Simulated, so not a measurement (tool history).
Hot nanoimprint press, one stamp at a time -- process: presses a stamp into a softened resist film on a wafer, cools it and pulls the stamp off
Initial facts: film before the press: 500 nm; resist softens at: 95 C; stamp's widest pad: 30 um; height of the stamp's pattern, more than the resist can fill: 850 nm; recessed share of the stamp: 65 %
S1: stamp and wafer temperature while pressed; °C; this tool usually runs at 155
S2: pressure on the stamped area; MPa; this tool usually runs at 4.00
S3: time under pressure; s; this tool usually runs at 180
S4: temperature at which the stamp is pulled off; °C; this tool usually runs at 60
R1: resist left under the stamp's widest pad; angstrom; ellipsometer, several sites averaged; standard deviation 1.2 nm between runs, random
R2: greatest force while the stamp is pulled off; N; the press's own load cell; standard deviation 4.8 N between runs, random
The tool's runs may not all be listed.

{"run": 1, "day": 0.0, "S1": 155, "S2": 4.0, "S3": 180, "S4": 60, "R1": 2016, "R2": 268}
{"run": 2, "day": 1.654, "S1": 155, "S2": 4.0, "S3": 180, "S4": 60, "R1": 2019, "R2": 274}
{"run": 3, "day": 2.492, "S1": 155, "S2": 4.0, "S3": 180, "S4": 60, "R1": 2037, "R2": 272}
{"run": 4, "day": 3.771, "S1": 155, "S2": 4.0, "S3": 180, "S4": 68, "R1": 2035, "R2": 223}
{"run": 5, "day": 4.571, "S1": 156, "S2": 4.0, "S3": 180, "S4": 60, "R1": 1931, "R2": 275}
{"run": 6, "day": 5.604, "S1": 156, "S2": 4.0, "S3": 180, "S4": 60, "R1": 1919, "R2": 292}
{"run": 7, "day": 6.75, "S1": 156, "S2": 4.0, "S3": 180, "S4": 60, "R1": 1924, "R2": 285}
{"run": 8, "day": 8.088, "S1": 144, "S2": 2.64, "S3": 180, "S4": 62, "R1": 4001, "R2": 270}
{"run": 9, "day": 9.604, "S1": 144, "S2": 2.93, "S3": 125, "S4": 62, "R1": 4167, "R2": 278}
{"run": 10, "day": 10.646, "S1": 144, "S2": 2.93, "S3": 125, "S4": 62, "R1": 4196, "R2": 281}
{"run": 11, "day": 11.346, "S1": 144, "S2": 2.93, "S3": 125, "S4": 62, "R1": 4160, "R2": 279}
{"run": 12, "day": 12.829, "S1": 151, "S2": 2.93, "S3": 125, "S4": 62, "R1": 3260, "R2": 291}
{"run": 13, "day": 13.942, "S1": 164, "S2": 2.83, "S3": 125, "S4": 62, "R1": 1733, "R2": 291}
{"run": 14, "day": 15.329, "S1": 163, "S2": 4.0, "S3": 180, "S4": 60, "R1": 1316, "R2": 313}

What if the next run were any one of these 5? Each begins from the tool's condition after run 14:
{"run": "A", "day": 16.438, "S1": 144, "S2": 4.0, "S3": 180, "S4": 60, "R1": "?", "R2": "?"}
{"run": "B", "day": 16.438, "S1": 155, "S2": 4.0, "S3": 148, "S4": 60, "R1": "?", "R2": "?"}
{"run": "C", "day": 16.438, "S1": 164, "S2": 4.0, "S3": 266, "S4": 60, "R1": "?", "R2": "?"}
{"run": "D", "day": 16.438, "S1": 157, "S2": 4.0, "S3": 180, "S4": 60, "R1": "?", "R2": "?"}
{"run": "E", "day": 16.438, "S1": 154, "S2": 4.0, "S3": 180, "S4": 47, "R1": "?", "R2": "?"}

run=A R1=3586 R2=308
run=B R1=2215 R2=313
run=C R1=1063 R2=307
run=D R1=1840 R2=318
run=E R1=2202 R2=418
With the hidden condition removed and each run's random variation left untouched, the same runs would have given:
run=A R1=3505 R2=231
run=B R1=2145 R2=234
run=C R1=1028 R2=231
run=D R1=1780 R2=239
run=E R1=2132 R2=315

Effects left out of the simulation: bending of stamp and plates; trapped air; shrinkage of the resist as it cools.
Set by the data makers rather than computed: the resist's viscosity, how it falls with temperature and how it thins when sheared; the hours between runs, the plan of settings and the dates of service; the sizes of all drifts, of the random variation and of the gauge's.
